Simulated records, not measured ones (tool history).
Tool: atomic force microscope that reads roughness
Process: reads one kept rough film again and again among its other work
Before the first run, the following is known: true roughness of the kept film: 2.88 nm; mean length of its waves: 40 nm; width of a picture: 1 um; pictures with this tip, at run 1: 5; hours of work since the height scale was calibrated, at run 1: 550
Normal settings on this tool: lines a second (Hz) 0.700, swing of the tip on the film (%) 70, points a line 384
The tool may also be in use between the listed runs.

| run | day | lines a second (Hz) | swing of the tip on the film (%) | points a line | pictures with this tip | hours of work since the height scale was calibrated | roughness of the kept film (nm (root mean square)) |
|---|---|---|---|---|---|---|---|
| 1 | 0.000 | 0.700 | 70 | 384 | 5 | 550 | 2.705 |
| 2 | 0.992 | 0.700 | 70 | 384 | 51 | 564 | 2.623 |
| 3 | 2.658 | 1.089 | 70 | 384 | 130 | 589 | 2.531 |
|  | 3.050 | new tip fitted |
| 4 | 3.858 | 1.089 | 70 | 384 | 38 | 607 | 2.620 |
| 5 | 5.417 | 1.089 | 70 | 384 | 112 | 630 | 2.538 |
|  | 6.246 | new tip fitted |
| 6 | 6.954 | 0.700 | 70 | 384 | 33 | 652 | 2.678 |
| 7 | 8.017 | 0.700 | 70 | 327 | 83 | 668 | 2.622 |
|  | 9.421 | new tip fitted |
| 8 | 9.733 | 0.700 | 70 | 327 | 15 | 693 | 2.684 |
| 9 | 11.062 | 0.700 | 70 | 327 | 77 | 713 | 2.632 |
| 10 | 12.362 | 0.700 | 70 | 384 | 138 | 733 | 2.557 |
|  | 12.517 | new tip fitted |
| 11 | 13.467 | 3.259 | 70 | 384 | 44 | 749 | 2.362 |
| 12 | 14.975 | 3.259 | 70 | 384 | 115 | 771 | 2.302 |
|  | 15.683 | new tip fitted |
| 13 | 16.271 | 0.700 | 70 | 384 | 27 | 790 | 2.686 |
| 14 | 18.000 | 0.700 | 77 | 384 | 109 | 816 | 2.567 |
|  | 18.154 | height scale calibrated on a step standard |
|  | 18.846 | new tip fitted |
| 15 | 19.492 | 0.700 | 77 | 384 | 31 | 20 | 2.661 |
| 16 | 20.288 | 0.700 | 70 | 384 | 68 | 31 | 2.658 |
| 17 | 21.871 | 0.700 | 70 | 384 | 143 | 55 | 2.611 |
|  | 21.988 | new tip fitted |
| 18 | 23.150 | 0.700 | 57 | 398 | 55 | 74 | 2.726 |
|  | 24.554 | height scale calibrated on a step standard, once more |
| 19 | 24.592 | 3.298 | 63 | 384 | 121 | 1 | 2.362 |
|  | 25.196 | new tip fitted |
| 20 | 26.038 | 3.298 | 63 | 384 | 40 | 22 | 2.463 |
| 21 | 27.000 | 2.279 | 79 | 700 | 85 | 36 | 2.256 |
|  | 28.329 | new tip fitted |
| 22 | 28.917 | 1.750 | 79 | 625 | 27 | 64 | 2.393 |
| 23 | 30.567 | 1.750 | 85 | 555 | 105 | 89 | 2.232 |
|  | 31.462 | new tip fitted |
| 24 | 31.721 | 2.928 | 70 | 258 | 12 | 106 | 2.380 |

Forecast run 25:
| 25 | 32.508 | 2.928 | 70 | 258 | 49 | 117 | ? |

Run 25 produced roughness of the kept film (nm (root mean square)) 2.355.
Had the tool carried no hidden state, the very same run would have given roughness of the kept film (nm (root mean square)) 2.398.
